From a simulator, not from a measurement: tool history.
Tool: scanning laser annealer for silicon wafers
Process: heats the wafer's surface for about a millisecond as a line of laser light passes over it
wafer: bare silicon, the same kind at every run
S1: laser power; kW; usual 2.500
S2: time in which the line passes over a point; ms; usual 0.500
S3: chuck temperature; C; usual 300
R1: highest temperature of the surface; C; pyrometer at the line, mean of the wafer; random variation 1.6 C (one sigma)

{"run": 1, "hour": 0.0, "S1": 2.5, "S2": 0.5, "S3": 300, "R1": 1018}
{"run": 2, "hour": 29.6, "S1": 2.5, "S2": 0.597, "S3": 300, "R1": 1074}
{"run": 3, "hour": 82.4, "S1": 2.5, "S2": 0.597, "S3": 300, "R1": 1074}
{"run": 4, "hour": 140.6, "S1": 2.5, "S2": 0.597, "S3": 300, "R1": 1074}
{"run": 5, "hour": 174.8, "S1": 2.5, "S2": 0.597, "S3": 300, "R1": 1075}
{"run": 6, "hour": 209.9, "S1": 2.5, "S2": 0.5, "S3": 300, "R1": 1017}
{"run": 7, "hour": 256.5, "S1": 2.5, "S2": 0.5, "S3": 300, "R1": 1013}
{"run": 8, "hour": 296.7, "S1": 2.5, "S2": 0.5, "S3": 300, "R1": 1014}
{"run": 9, "hour": 357.8, "S1": 2.5, "S2": 0.5, "S3": 300, "R1": 1015}
{"run": 10, "hour": 415.8, "S1": 2.5, "S2": 0.5, "S3": 300, "R1": 1010}
{"run": 11, "hour": 456.3, "S1": 2.5, "S2": 0.5, "S3": 300, "R1": 1012}
{"hour": 464.1, "done": "laser's power meter calibrated"}
{"run": 12, "hour": 496.1, "S1": 2.5, "S2": 0.506, "S3": 314, "R1": 1027}
{"run": 13, "hour": 554.1, "S1": 2.162, "S2": 0.506, "S3": 308, "R1": 928}
{"run": 14, "hour": 595.9, "S1": 2.162, "S2": 0.506, "S3": 308, "R1": 930}
{"run": 15, "hour": 647.5, "S1": 2.162, "S2": 0.558, "S3": 266, "R1": 914}
{"run": 16, "hour": 677.6, "S1": 2.488, "S2": 0.546, "S3": 262, "R1": 990}
{"run": 17, "hour": 733.1, "S1": 2.488, "S2": 0.546, "S3": 262, "R1": 992}
{"run": 18, "hour": 780.0, "S1": 2.488, "S2": 0.546, "S3": 262, "R1": 991}
{"hour": 838.5, "done": "laser's power meter calibrated, once more"}
{"run": 19, "hour": 840.8, "S1": 2.488, "S2": 0.546, "S3": 262, "R1": 985}
{"run": 20, "hour": 874.2, "S1": 2.488, "S2": 0.546, "S3": 262, "R1": 984}
{"run": 21, "hour": 906.2, "S1": 2.525, "S2": 0.5, "S3": 285, "R1": 990}

4 ways to go on from here, each from the tool as it stands after run 21. What would each give?
{"run": "A", "hour": 939.2, "S1": 2.5, "S2": 0.477, "S3": 332, "R1": "?"}
{"run": "B", "hour": 939.2, "S1": 2.74, "S2": 0.472, "S3": 293, "R1": "?"}
{"run": "C", "hour": 939.2, "S1": 2.161, "S2": 0.554, "S3": 300, "R1": "?"}
{"run": "D", "hour": 939.2, "S1": 2.62, "S2": 0.5, "S3": 300, "R1": "?"}

run=A R1=1013
run=B R1=1034
run=C R1=934
run=D R1=1026
Without the tool's hidden state the same runs would have given:
run=A R1=1045
run=B R1=1068
run=C R1=963
run=D R1=1059
